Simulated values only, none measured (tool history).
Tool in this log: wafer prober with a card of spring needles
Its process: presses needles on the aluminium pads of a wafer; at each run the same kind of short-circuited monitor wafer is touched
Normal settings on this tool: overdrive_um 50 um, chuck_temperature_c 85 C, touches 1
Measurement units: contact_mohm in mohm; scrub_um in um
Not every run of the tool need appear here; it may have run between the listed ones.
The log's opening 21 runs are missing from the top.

run     day  overdrive_um  chuck_temperature_c  touches  contact_mohm  scrub_um
     44.288  -- tips cleaned on abrasive film
     45.129  -- tips cleaned on abrasive film
 22  45.650            50                   76        2           145      9.76
     45.983  -- tips cleaned on abrasive film
     46.517  -- height of the first contact set anew
     46.825  -- tips cleaned on abrasive film
 23  47.358            34                   85        2           156      6.74
     47.712  -- tips cleaned on abrasive film
     48.604  -- tips cleaned on abrasive film
     49.421  -- tips cleaned on abrasive film
 24  49.717            50                   37        2           135      9.79
     50.371  -- tips cleaned on abrasive film
     51.346  -- tips cleaned on abrasive film
     52.275  -- tips cleaned on abrasive film
 25  52.571            37                   33        2           139      7.25
     53.129  -- tips cleaned on abrasive film
 26  53.788            33                   35        2           147      6.43
     53.983  -- tips cleaned on abrasive film
     54.904  -- tips cleaned on abrasive film
     55.767  -- tips cleaned on abrasive film
 27  55.946            38                   85        1           151      7.38
     56.692  -- tips cleaned on abrasive film
     57.633  -- tips cleaned on abrasive film
     58.517  -- tips cleaned on abrasive film
 28  58.517            43                   85        1           145      8.41
     59.412  -- tips cleaned on abrasive film
     60.292  -- tips cleaned on abrasive film
     61.142  -- tips cleaned on abrasive film
 29  61.229            34                   30        1           142      6.66
     61.962  -- tips cleaned on abrasive film
     62.883  -- tips cleaned on abrasive film
 30  63.242            34                   30        1           144      6.65

3 options for the next run, each taken on its own from the tool as it stands now. Forecast them:
     63.762  -- tips cleaned on abrasive film
     64.596  -- tips cleaned on abrasive film
     65.542  -- tips cleaned on abrasive film
  A  66.046            34                   39        3             ?         ?
     63.762  -- tips cleaned on abrasive film
     64.596  -- tips cleaned on abrasive film
     65.542  -- tips cleaned on abrasive film
  B  66.046            45                   33        2             ?         ?
     63.762  -- tips cleaned on abrasive film
     64.596  -- tips cleaned on abrasive film
     65.542  -- tips cleaned on abrasive film
  C  66.046            50                   43        1             ?         ?

run  contact_mohm  scrub_um
  A           144      6.64
  B           134      8.88
  C           136      9.83
Stripped of hidden state, with their random variation kept, the same runs would have yielded:
run  contact_mohm  scrub_um
  A           144      6.64
  B           133      8.88
  C           136      9.83
